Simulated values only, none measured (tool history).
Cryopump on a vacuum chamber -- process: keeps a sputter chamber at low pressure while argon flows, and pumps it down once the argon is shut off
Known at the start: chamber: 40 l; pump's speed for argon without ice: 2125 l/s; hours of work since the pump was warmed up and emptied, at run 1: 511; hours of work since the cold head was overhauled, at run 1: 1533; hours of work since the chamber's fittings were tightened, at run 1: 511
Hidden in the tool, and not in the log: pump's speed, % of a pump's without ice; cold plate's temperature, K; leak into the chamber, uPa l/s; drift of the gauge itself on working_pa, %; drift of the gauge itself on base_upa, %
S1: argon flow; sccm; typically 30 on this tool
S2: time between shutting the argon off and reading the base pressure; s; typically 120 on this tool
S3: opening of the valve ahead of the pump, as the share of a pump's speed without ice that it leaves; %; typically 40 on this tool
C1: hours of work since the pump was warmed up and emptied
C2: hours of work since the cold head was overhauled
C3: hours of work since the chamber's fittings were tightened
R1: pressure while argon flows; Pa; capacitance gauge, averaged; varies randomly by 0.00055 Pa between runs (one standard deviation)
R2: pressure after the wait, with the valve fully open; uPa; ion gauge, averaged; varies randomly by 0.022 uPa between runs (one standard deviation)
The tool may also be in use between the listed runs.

run	hour	S1	S2	S3	C1	C2	C3	R1	R2
1	0.0	30	120	40	511	1533	511	0.0614	1.05
2	33.2	30	169	40	535	1557	535	0.0624	0.92
3	67.3	30	169	40	559	1581	559	0.0617	0.91
4	105.4	30	120	40	586	1608	586	0.0628	1.13
5	147.5	30	120	40	616	1638	616	0.0620	1.15
6	180.1	30	46	40	639	1661	639	0.0621	2.01
7	219.1	30	110	40	667	1688	667	0.0629	1.25
8	268.5	30	120	19	702	1723	702	0.1281	1.19
9	295.9	35	41	19	721	1743	721	0.1505	2.29
10	347.1	41	120	40	757	1779	757	0.0860	1.24

Estimate the outcome of run 11 from the log above:
11	402.4	41	120	40	796	1818	796	?	?

Run 11 yielded R1 0.0861 Pa, R2 1.30 uPa.
Had the tool carried no hidden state, the very same run would have given R1 0.0810 Pa, R2 0.70 uPa.
